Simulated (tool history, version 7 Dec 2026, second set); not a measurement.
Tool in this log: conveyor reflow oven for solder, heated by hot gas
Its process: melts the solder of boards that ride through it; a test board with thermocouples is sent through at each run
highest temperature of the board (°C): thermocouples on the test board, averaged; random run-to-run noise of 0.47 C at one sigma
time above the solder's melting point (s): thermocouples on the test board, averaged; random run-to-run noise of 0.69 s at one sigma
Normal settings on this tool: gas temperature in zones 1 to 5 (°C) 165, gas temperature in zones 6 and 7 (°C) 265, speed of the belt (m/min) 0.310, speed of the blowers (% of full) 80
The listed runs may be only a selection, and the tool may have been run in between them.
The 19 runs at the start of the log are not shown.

run     day  gas temperature in zones 1 to 5 (°C)  gas temperature in zones 6 and 7 (°C)  speed of the belt (m/min)  speed of the blowers (% of full)  hours of work since the flux was cleaned out  hours of work since the belt drive was overhauled  hours of work since the thermocouples were changed  highest temperature of the board (°C)  time above the solder's melting point (s)
 20  31.646                                   156                                    274                      0.336                                67                                           322                                                812                                                1019                                  250.1                                       67.3
 21  33.762                                   180                                    265                      0.310                                71                                           351                                                840                                                1048                                  250.5                                       87.2
 22  36.050                                   180                                    265                      0.310                                71                                           382                                                871                                                1079                                  249.8                                       87.6
 23  37.267                                   180                                    265                      0.310                                71                                           398                                                888                                                1095                                  250.5                                       88.0
 24  38.262                                   165                                    279                      0.348                                80                                           412                                                901                                                1109                                  257.9                                       79.2
 25  39.571                                   165                                    279                      0.348                                80                                           429                                                919                                                1126                                  256.4                                       76.4
 26  41.417                                   165                                    279                      0.348                                80                                           454                                                944                                                1151                                  257.9                                       76.3
 27  43.329                                   165                                    279                      0.348                                80                                           480                                                969                                                1177                                  256.8                                       76.1

Run 28 is up next; what results do you expect?
     44.162  -- flux residue cleaned out of gas plates and filters
 28  45.792                                   165                                    279                      0.348                                80                                            22                                               1000                                                1207                                      ?                                          ?

For run 28 the tool returned highest temperature of the board (°C) 256.8, time above the solder's melting point (s) 77.0.
If the tool had no hidden condition, the same run with the same run-to-run variation would have returned highest temperature of the board (°C) 256.6, time above the solder's melting point (s) 76.9.
